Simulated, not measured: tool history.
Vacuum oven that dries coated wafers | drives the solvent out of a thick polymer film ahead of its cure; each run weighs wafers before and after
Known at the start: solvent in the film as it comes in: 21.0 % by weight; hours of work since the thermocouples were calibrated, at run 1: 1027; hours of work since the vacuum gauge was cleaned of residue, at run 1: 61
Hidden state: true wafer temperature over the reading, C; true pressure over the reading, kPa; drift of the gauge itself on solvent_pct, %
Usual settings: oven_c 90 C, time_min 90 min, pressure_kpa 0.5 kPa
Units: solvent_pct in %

run,hour,oven_c,time_min,pressure_kpa,hours of work since the thermocouples were calibrated,hours of work since the vacuum gauge was cleaned of residue,solvent_pct
1,0,90,90,0.5,1027,61,4.3
2,9.5,90,90,0.5,1033,67,4.21
3,27.1,90,90,0.5,1043,77,4.31
4,39.4,90,90,0.5,1051,84,4.27
5,50.2,90,90,0.5,1057,91,4.24
6,66.7,90,137,0.5,1067,100,2.22
7,83.7,90,137,0.5,1077,111,2.26
8,100.2,90,137,0.5,1087,120,2.28
9,115.4,90,98,0.5,1096,129,3.78
10,136.2,90,98,0.5,1108,142,3.8
11,146.2,90,98,0.593,1114,148,3.84
12,155.8,96,46,0.593,1120,153,6.5
13,167.3,90,99,0.782,1126,160,3.93
14,177.9,87,52,0.782,1133,166,8.75
15,187.9,87,52,0.838,1139,172,8.78
16,208.7,79,141,0.945,1151,185,5.53
17,223,79,141,0.945,1159,193,5.44
18,235.7,79,79,1.551,1167,201,9.45
19,257.8,92,90,1.119,1180,214,4.06
20,268.9,88,60,0.756,1186,220,7.39
21,287,101,126,0.36,1197,231,0.71
22,305.8,101,126,0.36,1208,242,0.77

The same runs without the tool's hidden state, with the same run-to-run variation:
run,solvent_pct
1,5.02
2,4.93
3,5.04
4,4.99
5,4.96
6,2.76
7,2.81
8,2.83
9,4.5
10,4.52
11,4.57
12,7.28
13,4.66
14,9.54
15,9.58
16,6.38
17,6.31
18,10.33
19,4.81
20,8.24
21,0.96
22,1.03

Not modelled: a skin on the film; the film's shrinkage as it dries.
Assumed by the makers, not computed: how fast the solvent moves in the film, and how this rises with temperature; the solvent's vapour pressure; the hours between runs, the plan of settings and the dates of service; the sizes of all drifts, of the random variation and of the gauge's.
